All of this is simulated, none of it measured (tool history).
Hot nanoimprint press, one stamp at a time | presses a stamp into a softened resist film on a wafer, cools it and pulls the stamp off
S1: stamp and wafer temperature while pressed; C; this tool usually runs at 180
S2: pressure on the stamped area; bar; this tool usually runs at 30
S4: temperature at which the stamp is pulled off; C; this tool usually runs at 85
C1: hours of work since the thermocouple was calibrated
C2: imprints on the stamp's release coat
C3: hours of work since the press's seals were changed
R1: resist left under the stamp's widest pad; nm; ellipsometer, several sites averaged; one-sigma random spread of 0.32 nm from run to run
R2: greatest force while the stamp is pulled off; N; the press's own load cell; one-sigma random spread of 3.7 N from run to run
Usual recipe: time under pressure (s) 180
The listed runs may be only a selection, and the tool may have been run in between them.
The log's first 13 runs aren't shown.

{"hour": 384.6, "done": "stamp cleaned and given a new release coat"}
{"hour": 397.4, "done": "plate thermocouple calibrated"}
{"run": 14, "hour": 400.1, "S1": 180, "S2": 23, "time under pressure (s)": 180, "S4": 85, "C1": 2, "C2": 51, "C3": 452, "R1": 104.4, "R2": 195}
{"run": 15, "hour": 432.0, "S1": 180, "S2": 23, "time under pressure (s)": 180, "S4": 85, "C1": 23, "C2": 179, "C3": 473, "R1": 104.7, "R2": 199}
{"run": 16, "hour": 474.0, "S1": 180, "S2": 23, "time under pressure (s)": 180, "S4": 85, "C1": 51, "C2": 349, "C3": 501, "R1": 104.8, "R2": 202}
{"run": 17, "hour": 504.3, "S1": 191, "S2": 24.8, "time under pressure (s)": 289, "S4": 83, "C1": 71, "C2": 472, "C3": 521, "R1": 64, "R2": 223}
{"run": 18, "hour": 532.7, "S1": 191, "S2": 24.8, "time under pressure (s)": 289, "S4": 83, "C1": 90, "C2": 587, "C3": 540, "R1": 64.1, "R2": 219}
{"run": 19, "hour": 561.4, "S1": 191, "S2": 24.8, "time under pressure (s)": 289, "S4": 83, "C1": 109, "C2": 703, "C3": 559, "R1": 64.2, "R2": 231}
{"run": 20, "hour": 589.1, "S1": 174, "S2": 30, "time under pressure (s)": 180, "S4": 85, "C1": 128, "C2": 815, "C3": 578, "R1": 109.7, "R2": 217}
{"run": 21, "hour": 619.2, "S1": 172, "S2": 30, "time under pressure (s)": 284, "S4": 72, "C1": 148, "C2": 937, "C3": 598, "R1": 102.7, "R2": 275}
{"run": 22, "hour": 647.1, "S1": 189, "S2": 22.2, "time under pressure (s)": 149, "S4": 76, "C1": 166, "C2": 1049, "C3": 616, "R1": 91.7, "R2": 272}
{"hour": 668.1, "done": "plate thermocouple calibrated, once more"}
{"run": 23, "hour": 683.7, "S1": 189, "S2": 22.2, "time under pressure (s)": 149, "S4": 77, "C1": 10, "C2": 1186, "C3": 639, "R1": 86.6, "R2": 250}
{"run": 24, "hour": 721.6, "S1": 189, "S2": 22.2, "time under pressure (s)": 149, "S4": 77, "C1": 36, "C2": 1339, "C3": 664, "R1": 86.4, "R2": 267}
{"run": 25, "hour": 747.9, "S1": 180, "S2": 32.6, "time under pressure (s)": 178, "S4": 85, "C1": 53, "C2": 1445, "C3": 682, "R1": 84.7, "R2": 227}
{"run": 26, "hour": 769.4, "S1": 180, "S2": 30, "time under pressure (s)": 180, "S4": 83, "C1": 67, "C2": 1532, "C3": 696, "R1": 88.3, "R2": 234}
{"run": 27, "hour": 812.3, "S1": 187, "S2": 18.9, "time under pressure (s)": 91, "S4": 90, "C1": 96, "C2": 1706, "C3": 725, "R1": 115.8, "R2": 206}
{"run": 28, "hour": 832.7, "S1": 178, "S2": 43.2, "time under pressure (s)": 223, "S4": 71, "C1": 110, "C2": 1788, "C3": 738, "R1": 72.6, "R2": 311}
{"hour": 863.0, "done": "stamp cleaned and given a new release coat"}
{"hour": 874.7, "done": "press's hydraulic seals changed and the load cell set to zero"}
{"run": 29, "hour": 886.9, "S1": 178, "S2": 43.2, "time under pressure (s)": 223, "S4": 71, "C1": 136, "C2": 65, "C3": 8, "R1": 69.5, "R2": 248}
{"run": 30, "hour": 929.4, "S1": 187, "S2": 21.8, "time under pressure (s)": 180, "S4": 85, "C1": 165, "C2": 237, "C3": 36, "R1": 85.6, "R2": 201}

Below are 3 alternative next runs, each starting from the tool's condition after run 30. Predict each:
{"run": "A", "hour": 951.5, "S1": 178, "S2": 40.4, "time under pressure (s)": 180, "S4": 83, "C1": 179, "C2": 326, "C3": 51, "R1": "?", "R2": "?"}
{"run": "B", "hour": 951.5, "S1": 187, "S2": 21.8, "time under pressure (s)": 180, "S4": 85, "C1": 179, "C2": 326, "C3": 51, "R1": "?", "R2": "?"}
{"run": "C", "hour": 951.5, "S1": 187, "S2": 23.5, "time under pressure (s)": 180, "S4": 72, "C1": 179, "C2": 326, "C3": 51, "R1": "?", "R2": "?"}

run=A R1=79.2 R2=208
run=B R1=84.8 R2=193
run=C R1=82.3 R2=268
Take away the tool's hidden state, keep each run's random variation, and the runs would have read:
run=A R1=77.5 R2=198
run=B R1=83.5 R2=183
run=C R1=80.9 R2=255
